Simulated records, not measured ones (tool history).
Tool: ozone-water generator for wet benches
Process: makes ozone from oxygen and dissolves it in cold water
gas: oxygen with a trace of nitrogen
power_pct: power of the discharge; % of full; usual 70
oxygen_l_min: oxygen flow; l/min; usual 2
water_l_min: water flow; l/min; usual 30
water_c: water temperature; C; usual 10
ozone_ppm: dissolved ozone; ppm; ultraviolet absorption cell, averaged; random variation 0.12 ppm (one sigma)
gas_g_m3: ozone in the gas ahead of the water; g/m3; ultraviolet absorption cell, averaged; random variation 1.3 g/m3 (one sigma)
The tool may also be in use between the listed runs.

run,hour,power_pct,oxygen_l_min,water_l_min,water_c,ozone_ppm,gas_g_m3
1,0,70,2,30,10,11.7,239.5
2,42.9,70,2,30,10,11.9,241.6
3,66.7,70,2,30,10,12,242.2
4,103.8,70,2,37,10,9.3,243.5
5,140.1,70,1.51,30,10,10.7,284.2
6,181.9,70,2,30,10,11.9,241.8
7,226.4,70,2,30,10,11.9,239.2
8,253,70,2,30,10,11.8,239.5
9,287,70,2,30,10,11.8,239.2
10,307.9,70,2,30,10,11.8,241.2
11,349.1,70,2,30,10,12.1,242.4
12,371.7,70,2,30,10,11.8,242.4
13,412.8,70,2,30,10,11.8,240.3
14,438.3,70,2,30,7,11.9,239.8
15,461.4,70,2,30,7,11.8,241.3
# hour 498.2: contactor cleaned
16,501.2,70,2,30,7,12.3,239.3
17,520.9,70,2,30,7,11.8,240.5
18,562.5,62,2,19,7,18,223
19,581.3,62,1.39,47,10,5.5,278.1
20,604.3,62,1.39,47,10,5.6,275.6
21,628.7,70,2,30,8,11.8,241.6
22,667.5,52,2.2,26,10,11.6,187.1
23,687.8,64,2.94,32,10,11.4,178.7
24,716.7,64,2.94,32,10,11.5,180.3
25,746,97,2.94,32,10,14.8,236.5
26,790.3,70,2.04,30,5,12,235.6
27,828,61,2.76,30,5,12,180.9
28,869.6,70,1.04,30,17,9.6,357.9
29,907.4,79,1.58,23,10,16,297.5
30,927.4,70,2,24,10,15,241.1
31,966.2,55,3.53,26,10,13.1,146.5
32,1005.1,90,2,46,14,8.5,282
33,1047.4,45,2,24,15,10.9,182.1

3 ways to go on from here, each from the tool as it stands after run 33. What would each give?
A,1088.3,75,3.34,30,10,?,?
B,1088.3,45,1.76,24,15,?,?
C,1088.3,70,1.74,30,10,?,?

run,ozone_ppm,gas_g_m3
A,14,185.7
B,10.4,194.5
C,11.4,262.7
Without the tool's hidden state the same runs would have given:
run,ozone_ppm,gas_g_m3
A,14,185.9
B,10.4,194.6
C,11.4,262.9
